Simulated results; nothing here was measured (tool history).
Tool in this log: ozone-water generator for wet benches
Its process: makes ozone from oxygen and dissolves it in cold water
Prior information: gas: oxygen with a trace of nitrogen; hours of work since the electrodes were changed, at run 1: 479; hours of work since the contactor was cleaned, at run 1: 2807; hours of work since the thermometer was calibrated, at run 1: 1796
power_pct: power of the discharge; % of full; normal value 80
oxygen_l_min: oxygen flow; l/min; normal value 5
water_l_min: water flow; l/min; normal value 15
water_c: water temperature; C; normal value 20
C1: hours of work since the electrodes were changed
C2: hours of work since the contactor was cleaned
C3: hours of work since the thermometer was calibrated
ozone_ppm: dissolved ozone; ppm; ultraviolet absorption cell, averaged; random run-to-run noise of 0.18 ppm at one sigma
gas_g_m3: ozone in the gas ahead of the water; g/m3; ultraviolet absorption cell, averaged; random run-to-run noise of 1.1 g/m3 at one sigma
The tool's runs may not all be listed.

{"run": 1, "hour": 0.0, "power_pct": 80, "oxygen_l_min": 5, "water_l_min": 15, "water_c": 20, "C1": 479, "C2": 2807, "C3": 1796, "ozone_ppm": 24.2, "gas_g_m3": 183.3}
{"run": 2, "hour": 31.0, "power_pct": 80, "oxygen_l_min": 5, "water_l_min": 15, "water_c": 20, "C1": 498, "C2": 2826, "C3": 1816, "ozone_ppm": 24.4, "gas_g_m3": 181.9}
{"run": 3, "hour": 48.9, "power_pct": 80, "oxygen_l_min": 5, "water_l_min": 15, "water_c": 20, "C1": 509, "C2": 2837, "C3": 1827, "ozone_ppm": 24.3, "gas_g_m3": 182.2}
{"run": 4, "hour": 71.2, "power_pct": 80, "oxygen_l_min": 5, "water_l_min": 15, "water_c": 20, "C1": 523, "C2": 2851, "C3": 1840, "ozone_ppm": 24.2, "gas_g_m3": 181.7}
{"run": 5, "hour": 105.6, "power_pct": 80, "oxygen_l_min": 5, "water_l_min": 15, "water_c": 20, "C1": 544, "C2": 2872, "C3": 1862, "ozone_ppm": 24.4, "gas_g_m3": 182.8}
{"run": 6, "hour": 133.8, "power_pct": 80, "oxygen_l_min": 5, "water_l_min": 15, "water_c": 20, "C1": 561, "C2": 2890, "C3": 1879, "ozone_ppm": 24.6, "gas_g_m3": 182.1}
{"run": 7, "hour": 165.8, "power_pct": 80, "oxygen_l_min": 5, "water_l_min": 15, "water_c": 20, "C1": 581, "C2": 2910, "C3": 1899, "ozone_ppm": 24.5, "gas_g_m3": 181.2}
{"run": 8, "hour": 187.4, "power_pct": 80, "oxygen_l_min": 5, "water_l_min": 15, "water_c": 20, "C1": 594, "C2": 2923, "C3": 1912, "ozone_ppm": 24.1, "gas_g_m3": 182.3}
{"run": 9, "hour": 210.7, "power_pct": 73, "oxygen_l_min": 5, "water_l_min": 15, "water_c": 20, "C1": 609, "C2": 2937, "C3": 1926, "ozone_ppm": 23.2, "gas_g_m3": 173.7}
{"run": 10, "hour": 235.7, "power_pct": 73, "oxygen_l_min": 5, "water_l_min": 12, "water_c": 20, "C1": 624, "C2": 2953, "C3": 1942, "ozone_ppm": 26.5, "gas_g_m3": 173}
{"run": 11, "hour": 269.6, "power_pct": 80, "oxygen_l_min": 5, "water_l_min": 10, "water_c": 20, "C1": 645, "C2": 2974, "C3": 1963, "ozone_ppm": 30.9, "gas_g_m3": 183.7}
{"run": 12, "hour": 287.2, "power_pct": 80, "oxygen_l_min": 5, "water_l_min": 15, "water_c": 20, "C1": 656, "C2": 2984, "C3": 1974, "ozone_ppm": 24, "gas_g_m3": 182.1}
{"run": 13, "hour": 305.7, "power_pct": 80, "oxygen_l_min": 5, "water_l_min": 15, "water_c": 20, "C1": 667, "C2": 2996, "C3": 1985, "ozone_ppm": 24.4, "gas_g_m3": 181.7}
{"run": 14, "hour": 334.4, "power_pct": 80, "oxygen_l_min": 5, "water_l_min": 15, "water_c": 20, "C1": 685, "C2": 3014, "C3": 2003, "ozone_ppm": 24.3, "gas_g_m3": 182.8}
{"run": 15, "hour": 357.7, "power_pct": 80, "oxygen_l_min": 5, "water_l_min": 15, "water_c": 20, "C1": 699, "C2": 3028, "C3": 2017, "ozone_ppm": 24.1, "gas_g_m3": 183.4}
{"run": 16, "hour": 390.3, "power_pct": 80, "oxygen_l_min": 5, "water_l_min": 15, "water_c": 20, "C1": 720, "C2": 3048, "C3": 2037, "ozone_ppm": 24.3, "gas_g_m3": 183.5}
{"run": 17, "hour": 423.4, "power_pct": 80, "oxygen_l_min": 5, "water_l_min": 15, "water_c": 20, "C1": 740, "C2": 3068, "C3": 2058, "ozone_ppm": 24.1, "gas_g_m3": 183.7}
{"run": 18, "hour": 447.3, "power_pct": 55, "oxygen_l_min": 4.39, "water_l_min": 18, "water_c": 19, "C1": 755, "C2": 3083, "C3": 2072, "ozone_ppm": 17.9, "gas_g_m3": 159.7}
{"run": 19, "hour": 471.7, "power_pct": 55, "oxygen_l_min": 4.39, "water_l_min": 18, "water_c": 19, "C1": 770, "C2": 3098, "C3": 2087, "ozone_ppm": 17.8, "gas_g_m3": 161.1}
{"run": 20, "hour": 500.8, "power_pct": 55, "oxygen_l_min": 4.39, "water_l_min": 18, "water_c": 19, "C1": 788, "C2": 3116, "C3": 2105, "ozone_ppm": 17.9, "gas_g_m3": 159.4}
{"run": 21, "hour": 525.8, "power_pct": 52, "oxygen_l_min": 8.71, "water_l_min": 15, "water_c": 15, "C1": 803, "C2": 3132, "C3": 2121, "ozone_ppm": 19.1, "gas_g_m3": 103.7}
{"run": 22, "hour": 547.5, "power_pct": 52, "oxygen_l_min": 8.71, "water_l_min": 18, "water_c": 15, "C1": 816, "C2": 3145, "C3": 2134, "ozone_ppm": 17, "gas_g_m3": 103.7}
{"run": 23, "hour": 565.0, "power_pct": 80, "oxygen_l_min": 4.01, "water_l_min": 15, "water_c": 13, "C1": 827, "C2": 3156, "C3": 2145, "ozone_ppm": 27.4, "gas_g_m3": 206.9}
{"run": 24, "hour": 597.2, "power_pct": 79, "oxygen_l_min": 2.73, "water_l_min": 15, "water_c": 23, "C1": 847, "C2": 3176, "C3": 2165, "ozone_ppm": 23.6, "gas_g_m3": 260.3}
{"run": 25, "hour": 619.6, "power_pct": 99, "oxygen_l_min": 4.52, "water_l_min": 12, "water_c": 20, "C1": 861, "C2": 3189, "C3": 2179, "ozone_ppm": 32, "gas_g_m3": 217.1}
{"run": 26, "hour": 645.8, "power_pct": 53, "oxygen_l_min": 4.52, "water_l_min": 11, "water_c": 20, "C1": 877, "C2": 3206, "C3": 2195, "ozone_ppm": 23.9, "gas_g_m3": 154.1}
{"run": 27, "hour": 678.7, "power_pct": 53, "oxygen_l_min": 4.52, "water_l_min": 11, "water_c": 20, "C1": 897, "C2": 3226, "C3": 2215, "ozone_ppm": 23, "gas_g_m3": 153.6}
{"run": 28, "hour": 702.4, "power_pct": 53, "oxygen_l_min": 5, "water_l_min": 15, "water_c": 20, "C1": 912, "C2": 3241, "C3": 2230, "ozone_ppm": 19.5, "gas_g_m3": 145.8}
{"run": 29, "hour": 719.8, "power_pct": 53, "oxygen_l_min": 5, "water_l_min": 15, "water_c": 20, "C1": 923, "C2": 3251, "C3": 2240, "ozone_ppm": 19.4, "gas_g_m3": 145.5}
{"run": 30, "hour": 738.2, "power_pct": 53, "oxygen_l_min": 5, "water_l_min": 15, "water_c": 20, "C1": 934, "C2": 3263, "C3": 2252, "ozone_ppm": 19.2, "gas_g_m3": 144.9}
{"run": 31, "hour": 769.0, "power_pct": 53, "oxygen_l_min": 5, "water_l_min": 15, "water_c": 20, "C1": 953, "C2": 3282, "C3": 2271, "ozone_ppm": 19.3, "gas_g_m3": 144.5}

Below are 5 alternative next runs, each starting from the tool's condition after run 31. Predict each:
{"run": "A", "hour": 795.0, "power_pct": 53, "oxygen_l_min": 4.34, "water_l_min": 22, "water_c": 20, "C1": 969, "C2": 3298, "C3": 2287, "ozone_ppm": "?", "gas_g_m3": "?"}
{"run": "B", "hour": 795.0, "power_pct": 46, "oxygen_l_min": 5, "water_l_min": 20, "water_c": 20, "C1": 969, "C2": 3298, "C3": 2287, "ozone_ppm": "?", "gas_g_m3": "?"}
{"run": "C", "hour": 795.0, "power_pct": 53, "oxygen_l_min": 6.93, "water_l_min": 20, "water_c": 15, "C1": 969, "C2": 3298, "C3": 2287, "ozone_ppm": "?", "gas_g_m3": "?"}
{"run": "D", "hour": 795.0, "power_pct": 87, "oxygen_l_min": 5, "water_l_min": 15, "water_c": 20, "C1": 969, "C2": 3298, "C3": 2287, "ozone_ppm": "?", "gas_g_m3": "?"}
{"run": "E", "hour": 795.0, "power_pct": 53, "oxygen_l_min": 4.98, "water_l_min": 22, "water_c": 20, "C1": 969, "C2": 3298, "C3": 2287, "ozone_ppm": "?", "gas_g_m3": "?"}

run=A ozone_ppm=14.5 gas_g_m3=158.3
run=B ozone_ppm=14.4 gas_g_m3=133.6
run=C ozone_ppm=16.6 gas_g_m3=118.3
run=D ozone_ppm=25.1 gas_g_m3=189.1
run=E ozone_ppm=14.8 gas_g_m3=146.5
With the hidden condition removed and each run's random variation left untouched, the same runs would have given:
run=A ozone_ppm=15 gas_g_m3=160.4
run=B ozone_ppm=14.8 gas_g_m3=135.2
run=C ozone_ppm=17.1 gas_g_m3=119.9
run=D ozone_ppm=25.9 gas_g_m3=192.5
run=E ozone_ppm=15.2 gas_g_m3=148.5
